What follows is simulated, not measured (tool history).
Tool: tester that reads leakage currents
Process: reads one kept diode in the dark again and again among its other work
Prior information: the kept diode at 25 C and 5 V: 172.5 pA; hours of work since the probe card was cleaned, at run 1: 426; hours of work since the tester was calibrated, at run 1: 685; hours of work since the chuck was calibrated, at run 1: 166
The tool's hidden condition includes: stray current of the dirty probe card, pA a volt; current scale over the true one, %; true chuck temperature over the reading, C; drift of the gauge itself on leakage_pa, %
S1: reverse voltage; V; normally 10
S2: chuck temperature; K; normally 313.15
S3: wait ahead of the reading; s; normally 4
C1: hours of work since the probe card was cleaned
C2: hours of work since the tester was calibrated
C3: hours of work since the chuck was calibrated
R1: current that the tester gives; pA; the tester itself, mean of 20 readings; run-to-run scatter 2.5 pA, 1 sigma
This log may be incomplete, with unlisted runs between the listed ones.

Run 1, day 0: usual settings; C1 426; C2 685; C3 166. Result: R1 832.09 pA.
Run 2, day 1.079: usual settings; C1 445; C2 704; C3 185. Result: R1 832.51 pA.
Run 3, day 2.6: usual settings; C1 472; C2 731; C3 212. Result: R1 829.82 pA.
Run 4, day 3.512: usual settings; C1 488; C2 747; C3 228. Result: R1 828.24 pA.
Run 5, day 4.45: usual settings; C1 505; C2 763; C3 244. Result: R1 839.03 pA.
Run 6, day 5.188: usual settings; C1 518; C2 776; C3 257. Result: R1 833.61 pA.
Run 7, day 6.321: usual settings but S2 316.15 K; C1 538; C2 796; C3 277. Result: R1 1071.18 pA.
Run 8, day 7.975: usual settings but S2 316.15 K; C1 567; C2 826; C3 306. Result: R1 1065.33 pA.
Run 9, day 9.725: usual settings but S2 316.15 K; C1 598; C2 856; C3 337. Result: R1 1070.46 pA.
Run 10, day 11.129: usual settings; C1 623; C2 881; C3 362. Result: R1 832.6 pA.
Run 11, day 11.892: usual settings; C1 636; C2 895; C3 376. Result: R1 843.47 pA.
Run 12, day 13.233: usual settings; C1 660; C2 918; C3 399. Result: R1 845.22 pA.
Run 13, day 14.575: usual settings but S3 4.87 s; C1 683; C2 942; C3 423. Result: R1 844.31 pA.
Run 14, day 15.675: usual settings but S3 4.87 s; C1 703; C2 961; C3 442. Result: R1 844.24 pA.
Run 15, day 17.35: usual settings but S2 319.15 K, S3 4.94 s; C1 732; C2 991; C3 472. Result: R1 1382.67 pA.
Run 16, day 18.567: usual settings but S1 2.2 V, S2 298.15 K, S3 0.65 s; C1 754; C2 1012; C3 493. Result: R1 138.26 pA.
Run 17, day 20.017: usual settings but S1 1.5 V, S2 299.15 K, S3 1.28 s; C1 780; C2 1038; C3 519. Result: R1 132.49 pA.
Run 18, day 20.854: usual settings but S1 1.5 V, S2 299.15 K, S3 1.28 s; C1 794; C2 1053; C3 534. Result: R1 132.83 pA.
Run 19, day 22.479: usual settings but S1 1.1 V, S2 318.15 K, S3 0.42 s; C1 823; C2 1081; C3 562. Result: R1 611.12 pA.
Run 20, day 23.371: usual settings but S1 18.3 V, S3 7.83 s; C1 839; C2 1097; C3 578. Result: R1 1057.84 pA.
Run 21, day 24.5: usual settings but S1 18.3 V, S3 7.83 s; C1 859; C2 1117; C3 598. Result: R1 1051.89 pA.
Run 22, day 26.229: usual settings but S1 4.7 V, S2 322.15 K, S3 1.04 s; C1 889; C2 1148; C3 629. Result: R1 1372.66 pA.
Run 23, day 27.967: usual settings but S1 4.7 V, S2 322.15 K, S3 1.04 s; C1 920; C2 1178; C3 659. Result: R1 1369.46 pA.
Run 24, day 29.688: usual settings but S1 3 V, S2 303.15 K, S3 5.18 s; C1 950; C2 1209; C3 690. Result: R1 242.7 pA.
Run 25, day 31.296: usual settings but S1 2.2 V, S3 1.04 s; C1 979; C2 1237; C3 718. Result: R1 514.79 pA.
Run 26, day 32.729: usual settings but S1 2.2 V, S2 296.15 K, S3 1.4 s; C1 1004; C2 1262; C3 743. Result: R1 117.65 pA.
Run 27, day 34.233: usual settings but S2 317.15 K, S3 0.34 s; C1 1030; C2 1289; C3 770. Result: R1 1198.25 pA.
Run 28, day 35.008: usual settings but S2 317.15 K, S3 0.34 s; C1 1044; C2 1303; C3 784. Result: R1 1202.64 pA.

Some steps in R1, run to run, broken into two amounts with sign: the step expected even without the hidden condition (settings, incoming material, random variation), and the rest, left for the hidden condition together with whatever gauge scatter is not in both the measured and the hidden-condition-free result:
Run 15 -> 16: S1 10 -> 2.2, S2 319.15 -> 298.15, S3 4.94 -> 0.65. R1 -1244.41 pA: hidden state -33.48, all else -1210.93.
Run 23 -> 24: S1 4.7 -> 3, S2 322.15 -> 303.15, S3 1.04 -> 5.18. R1 -1126.76 pA: hidden state -34.58, all else -1092.18.
Run 26 -> 27: S1 2.2 -> 10, S2 296.15 -> 317.15, S3 1.4 -> 0.34. R1 +1080.6 pA: hidden state +49.08, all else +1031.52.

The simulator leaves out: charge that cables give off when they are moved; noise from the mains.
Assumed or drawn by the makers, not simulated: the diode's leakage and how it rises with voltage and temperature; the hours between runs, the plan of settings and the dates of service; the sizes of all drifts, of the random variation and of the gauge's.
